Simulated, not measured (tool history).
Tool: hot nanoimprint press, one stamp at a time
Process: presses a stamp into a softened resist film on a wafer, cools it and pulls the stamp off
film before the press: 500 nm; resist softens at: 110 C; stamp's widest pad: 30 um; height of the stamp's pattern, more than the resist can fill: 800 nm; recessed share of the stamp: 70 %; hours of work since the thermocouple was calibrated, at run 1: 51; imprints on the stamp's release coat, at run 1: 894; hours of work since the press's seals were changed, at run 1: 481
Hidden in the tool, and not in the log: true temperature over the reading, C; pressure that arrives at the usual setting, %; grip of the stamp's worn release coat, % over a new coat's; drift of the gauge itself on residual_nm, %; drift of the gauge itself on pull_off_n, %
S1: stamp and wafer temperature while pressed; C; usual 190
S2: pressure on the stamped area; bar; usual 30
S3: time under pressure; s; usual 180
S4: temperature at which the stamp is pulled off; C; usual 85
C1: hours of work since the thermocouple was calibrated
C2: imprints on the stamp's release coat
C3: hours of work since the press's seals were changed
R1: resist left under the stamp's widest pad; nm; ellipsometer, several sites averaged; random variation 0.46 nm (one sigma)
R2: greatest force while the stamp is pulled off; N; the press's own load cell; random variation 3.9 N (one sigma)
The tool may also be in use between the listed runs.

| run | hour | S1 | S2 | S3 | S4 | C1 | C2 | C3 | R1 | R2 |
|---|---|---|---|---|---|---|---|---|---|---|
| 1 | 0 | 190 | 30 | 180 | 85 | 51 | 894 | 481 | 187.4 | 242 |
| 2 | 18.7 | 190 | 30 | 180 | 87 | 61 | 943 | 491 | 187.3 | 236 |
| 3 | 35.5 | 190 | 30 | 180 | 77 | 70 | 987 | 500 | 187.1 | 316 |
| 4 | 51.7 | 190 | 30 | 180 | 77 | 79 | 1029 | 509 | 187 | 314 |
| 5 | 63.6 | 190 | 30 | 108 | 77 | 85 | 1060 | 515 | 231.3 | 312 |
|  | 83.5 | stamp cleaned and given a new release coat |
| 6 | 84.3 | 190 | 30 | 108 | 77 | 93 | 2 | 523 | 229.8 | 221 |
| 7 | 101.4 | 190 | 30 | 180 | 85 | 102 | 47 | 532 | 186.8 | 193 |
| 8 | 113.7 | 190 | 30 | 180 | 85 | 109 | 79 | 539 | 186.7 | 195 |
| 9 | 130.3 | 190 | 30 | 180 | 85 | 118 | 122 | 548 | 186.7 | 195 |
| 10 | 149.7 | 190 | 30 | 180 | 85 | 128 | 173 | 558 | 185.9 | 195 |
|  | 153.8 | plate thermocouple calibrated |
| 11 | 174.4 | 190 | 30 | 110 | 85 | 11 | 229 | 570 | 225.6 | 200 |
| 12 | 198.3 | 190 | 30 | 110 | 85 | 24 | 292 | 582 | 226 | 203 |
| 13 | 222.1 | 190 | 30 | 110 | 85 | 37 | 353 | 595 | 225.6 | 205 |
| 14 | 237.3 | 190 | 30 | 110 | 85 | 45 | 393 | 603 | 226.2 | 211 |
|  | 249.5 | plate thermocouple calibrated, once more |
| 15 | 252.9 | 190 | 30 | 180 | 79 | 2 | 426 | 610 | 189.3 | 246 |
| 16 | 263.9 | 190 | 30 | 180 | 79 | 8 | 455 | 616 | 188.8 | 251 |
| 17 | 279.5 | 190 | 30 | 180 | 79 | 16 | 495 | 624 | 187.9 | 253 |
| 18 | 289.6 | 182 | 19.4 | 211 | 85 | 21 | 522 | 630 | 266.3 | 220 |
| 19 | 310.7 | 193 | 36.1 | 163 | 75 | 33 | 576 | 641 | 165.8 | 286 |
| 20 | 326 | 193 | 36.1 | 163 | 75 | 41 | 616 | 649 | 166.2 | 297 |
| 21 | 343.8 | 193 | 26.1 | 285 | 87 | 51 | 663 | 659 | 149.7 | 222 |
| 22 | 365 | 193 | 26.1 | 278 | 77 | 62 | 718 | 670 | 150.9 | 285 |
| 23 | 379.6 | 178 | 36.7 | 180 | 85 | 70 | 756 | 678 | 248.7 | 243 |
| 24 | 393.2 | 191 | 37.2 | 93 | 85 | 77 | 791 | 685 | 219.1 | 250 |
| 25 | 407.1 | 191 | 37.2 | 93 | 85 | 84 | 828 | 693 | 217.7 | 238 |
| 26 | 419.1 | 191 | 37.2 | 93 | 85 | 91 | 859 | 699 | 219.4 | 246 |
| 27 | 434 | 191 | 37.2 | 93 | 85 | 99 | 898 | 707 | 218.3 | 243 |
| 28 | 446.2 | 197 | 46.7 | 93 | 85 | 105 | 929 | 714 | 167.9 | 244 |
| 29 | 468.4 | 195 | 30 | 170 | 85 | 117 | 987 | 726 | 165.6 | 257 |

Hidden state at the last listed run before each entry between runs and at the first one after, where it differs:
Between runs 5 and 6: stamp cleaned and given a new release coat (hour 83.5)
  true temperature over the reading, C: 0.16 -> 0.19; pressure that arrives at the usual setting, %: 98.23 -> 98.19; grip of the stamp's worn release coat, % over a new coat's: 40 -> 0.1
  measured less the result without the state, R1: +0.7 -> +0.5 nm; R2: +89 -> -1 N
Between runs 10 and 11: plate thermocouple calibrated (hour 153.8)
  true temperature over the reading, C: 0.32 -> 0.48; pressure that arrives at the usual setting, %: 98.05 -> 98.01; grip of the stamp's worn release coat, % over a new coat's: 6.2 -> 8.2
  measured less the result without the state, R1: -0.2 -> -1 nm; R2: +10 -> +12 N
Between runs 14 and 15: plate thermocouple calibrated, once more (hour 249.5)
  true temperature over the reading, C: 0.6 -> -0.16; pressure that arrives at the usual setting, %: 97.87 -> 97.85; grip of the stamp's worn release coat, % over a new coat's: 14.2 -> 15.4
  measured less the result without the state, R1: -1.8 -> +2.7 nm; R2: +24 -> +34 N
